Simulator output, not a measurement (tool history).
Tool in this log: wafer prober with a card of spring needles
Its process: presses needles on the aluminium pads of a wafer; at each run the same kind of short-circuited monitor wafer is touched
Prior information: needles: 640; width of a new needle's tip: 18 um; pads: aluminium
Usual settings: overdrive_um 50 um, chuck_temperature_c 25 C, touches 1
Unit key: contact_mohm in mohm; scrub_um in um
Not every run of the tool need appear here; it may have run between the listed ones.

Run 1, hour 0: usual settings. Result: contact_mohm 379 mohm, scrub_um 7.46 um.
At hour 3.2: tips cleaned on abrasive film.
At hour 11: tips cleaned on abrasive film.
At hour 18.8: tips cleaned on abrasive film.
At hour 26.6: tips cleaned on abrasive film.
At hour 34.4: tips cleaned on abrasive film.
Run 2, hour 35.7: usual settings but chuck_temperature_c 36 C. Result: contact_mohm 312 mohm, scrub_um 7.41 um.
At hour 42: tips cleaned on abrasive film.
At hour 49.8: tips cleaned on abrasive film.
At hour 57.6: tips cleaned on abrasive film.
At hour 63.9: tips cleaned on abrasive film.
At hour 70.5: tips cleaned on abrasive film.
Run 3, hour 70.5: usual settings but overdrive_um 43 um. Result: contact_mohm 280 mohm, scrub_um 6.02 um.
At hour 78.3: tips cleaned on abrasive film.
At hour 86.1: tips cleaned on abrasive film.
At hour 92.3: tips cleaned on abrasive film.
At hour 100.2: tips cleaned on abrasive film.
Run 4, hour 105.8: usual settings but overdrive_um 43 um. Result: contact_mohm 516 mohm, scrub_um 6.13 um.
At hour 107.4: tips cleaned on abrasive film.
At hour 113.7: tips cleaned on abrasive film.
At hour 121.5: tips cleaned on abrasive film.
At hour 129.3: tips cleaned on abrasive film.
Run 5, hour 130.5: usual settings but overdrive_um 43 um. Result: contact_mohm 330 mohm, scrub_um 5.97 um.
At hour 136.7: tips cleaned on abrasive film.
At hour 143: tips cleaned on abrasive film.
At hour 149.3: tips cleaned on abrasive film.
At hour 157.1: tips cleaned on abrasive film.
Run 6, hour 160.3: usual settings. Result: contact_mohm 373 mohm, scrub_um 7.01 um.
At hour 163.5: tips cleaned on abrasive film.
At hour 169.8: tips cleaned on abrasive film.
At hour 177.6: tips cleaned on abrasive film.
At hour 185.4: tips cleaned on abrasive film.
At hour 193.2: tips cleaned on abrasive film.
At hour 193.5: height of the first contact set anew.
Run 7, hour 198.2: usual settings. Result: contact_mohm 369 mohm, scrub_um 8.45 um.
At hour 199.8: tips cleaned on abrasive film.
At hour 207.6: tips cleaned on abrasive film.
At hour 215.5: tips cleaned on abrasive film.
Run 8, hour 215.6: usual settings but overdrive_um 54 um. Result: contact_mohm 261 mohm, scrub_um 9.13 um.
At hour 221.8: tips cleaned on abrasive film.
At hour 229.6: tips cleaned on abrasive film.
At hour 237.5: tips cleaned on abrasive film.
Run 9, hour 237.6: usual settings but chuck_temperature_c 123 C. Result: contact_mohm 291 mohm, scrub_um 8.24 um.
At hour 243.9: tips cleaned on abrasive film.
At hour 250.2: tips cleaned on abrasive film.
At hour 258: tips cleaned on abrasive film.
At hour 265.8: tips cleaned on abrasive film.
At hour 272.1: tips cleaned on abrasive film.
Run 10, hour 277.1: usual settings. Result: contact_mohm 365 mohm, scrub_um 8.31 um.
At hour 278.7: tips cleaned on abrasive film.
At hour 286.5: tips cleaned on abrasive film.
At hour 294.3: tips cleaned on abrasive film.
At hour 302.1: tips cleaned on abrasive film.
At hour 308.4: tips cleaned on abrasive film.
Run 11, hour 309.6: usual settings. Result: contact_mohm 307 mohm, scrub_um 8.2 um.
At hour 315.8: tips cleaned on abrasive film.
At hour 323.6: tips cleaned on abrasive film.
At hour 329.9: tips cleaned on abrasive film.
At hour 337.7: tips cleaned on abrasive film.
At hour 344: tips cleaned on abrasive film.
Run 12, hour 347.8: usual settings. Result: contact_mohm 378 mohm, scrub_um 8.11 um.
At hour 351: tips cleaned on abrasive film.
At hour 358.8: tips cleaned on abrasive film.
At hour 366.6: tips cleaned on abrasive film.
At hour 374.4: tips cleaned on abrasive film.
At hour 380.6: tips cleaned on abrasive film.
Run 13, hour 380.8: usual settings. Result: contact_mohm 266 mohm, scrub_um 7.95 um.
At hour 387.1: tips cleaned on abrasive film.
At hour 394.9: tips cleaned on abrasive film.
Run 14, hour 399.6: usual settings. Result: contact_mohm 400 mohm, scrub_um 8.04 um.
At hour 401.2: tips cleaned on abrasive film.
At hour 409: tips cleaned on abrasive film.
At hour 416.8: tips cleaned on abrasive film.
Run 15, hour 420.4: usual settings but overdrive_um 33 um, chuck_temperature_c 29 C, touches 2. Result: contact_mohm 439 mohm, scrub_um 5 um.
At hour 423.5: tips cleaned on abrasive film.
At hour 431.4: tips cleaned on abrasive film.
At hour 439.2: tips cleaned on abrasive film.
Run 16, hour 443.2: usual settings but overdrive_um 41 um, chuck_temperature_c 58 C, touches 2. Result: contact_mohm 373 mohm, scrub_um 6.42 um.
At hour 446.4: tips cleaned on abrasive film.
At hour 452.7: tips cleaned on abrasive film.
At hour 459: tips cleaned on abrasive film.
At hour 466.8: tips cleaned on abrasive film.
At hour 474.6: tips cleaned on abrasive film.
Run 17, hour 475.5: usual settings but overdrive_um 41 um, chuck_temperature_c 58 C, touches 2. Result: contact_mohm 311 mohm, scrub_um 6.24 um.
At hour 481.7: tips cleaned on abrasive film.
At hour 489.5: tips cleaned on abrasive film.
Run 18, hour 494.8: usual settings but overdrive_um 41 um, chuck_temperature_c 58 C, touches 2. Result: contact_mohm 402 mohm, scrub_um 6.31 um.
At hour 496.4: tips cleaned on abrasive film.
At hour 502.7: tips cleaned on abrasive film.
At hour 509: tips cleaned on abrasive film.
At hour 516.8: tips cleaned on abrasive film.
At hour 523.5: tips cleaned on abrasive film.
Run 19, hour 523.5: usual settings but overdrive_um 41 um, chuck_temperature_c 90 C, touches 2. Result: contact_mohm 284 mohm, scrub_um 6.07 um.
At hour 529.8: tips cleaned on abrasive film.
At hour 537.6: tips cleaned on abrasive film.
At hour 545.4: tips cleaned on abrasive film.
At hour 553.2: tips cleaned on abrasive film.
At hour 561: tips cleaned on abrasive film.
Run 20, hour 561.6: usual settings but chuck_temperature_c 66 C, touches 3. Result: contact_mohm 275 mohm, scrub_um 7.51 um.
At hour 567.9: tips cleaned on abrasive film.
At hour 574.1: tips cleaned on abrasive film.
At hour 581.9: tips cleaned on abrasive film.
At hour 588.2: tips cleaned on abrasive film.
At hour 595.6: tips cleaned on abrasive film.
Run 21, hour 595.6: usual settings but overdrive_um 43 um, chuck_temperature_c 66 C. Result: contact_mohm 294 mohm, scrub_um 6.39 um.
At hour 601.9: tips cleaned on abrasive film.
At hour 609.7: tips cleaned on abrasive film.
At hour 615.9: tips cleaned on abrasive film.
At hour 623.7: tips cleaned on abrasive film.
At hour 630: tips cleaned on abrasive film.
At hour 636.3: tips cleaned on abrasive film.
Run 22, hour 636.8: usual settings but touches 2. Result: contact_mohm 278 mohm, scrub_um 7.5 um.
At hour 643.1: tips cleaned on abrasive film.
At hour 649.4: tips cleaned on abrasive film.
At hour 657.2: tips cleaned on abrasive film.
At hour 663.4: tips cleaned on abrasive film.
At hour 671.3: tips cleaned on abrasive film.
Run 23, hour 673.9: usual settings but overdrive_um 58 um, chuck_temperature_c 50 C, touches 3. Result: contact_mohm 279 mohm, scrub_um 8.67 um.
At hour 678.7: tips cleaned on abrasive film.
At hour 686.5: tips cleaned on abrasive film.
At hour 694.3: tips cleaned on abrasive film.
At hour 702.1: tips cleaned on abrasive film.
Run 24, hour 707.6: usual settings but overdrive_um 41 um. Result: contact_mohm 584 mohm, scrub_um 5.66 um.
At hour 709.2: tips cleaned on abrasive film.
At hour 717: tips cleaned on abrasive film.
At hour 724.8: tips cleaned on abrasive film.
Run 25, hour 727.5: usual settings but overdrive_um 41 um, touches 3. Result: contact_mohm 343 mohm, scrub_um 5.71 um.
At hour 732.2: tips cleaned on abrasive film.
At hour 740: tips cleaned on abrasive film.
At hour 747.8: tips cleaned on abrasive film.
At hour 755.7: tips cleaned on abrasive film.
At hour 767.7: card fitted with new needles.
Run 26, hour 772.6: usual settings but touches 3. Result: contact_mohm 261 mohm, scrub_um 8.51 um.

Results for each run, recomputed without the tool's hidden state and with each run's random variation untouched:
What the log doesn't record here: debris on the tips, nm; way that the needles fall short of the set height, um; tips' diameter, um; drift of the gauge itself on contact_mohm, %; drift of the gauge itself on scrub_um, %.
run  contact_mohm  scrub_um
  1           243      8.53
  2           243      8.57
  3           242      7.26
  4           247      7.44
  5           241      7.35
  6           240      8.48
  7           240      8.45
  8           242      9.18
  9           267      8.35
 10           237      8.51
 11           243      8.49
 12           245       8.5
 13           242      8.42
 14           242      8.56
 15           251      5.57
 16           248      7.05
 17           255      6.97
 18           253      7.07
 19           262      6.93
 20           251      8.45
 21           254      7.41
 22           241      8.64
 23           242      9.89
 24           244      6.96
 25           244      7.08
 26           240      8.51

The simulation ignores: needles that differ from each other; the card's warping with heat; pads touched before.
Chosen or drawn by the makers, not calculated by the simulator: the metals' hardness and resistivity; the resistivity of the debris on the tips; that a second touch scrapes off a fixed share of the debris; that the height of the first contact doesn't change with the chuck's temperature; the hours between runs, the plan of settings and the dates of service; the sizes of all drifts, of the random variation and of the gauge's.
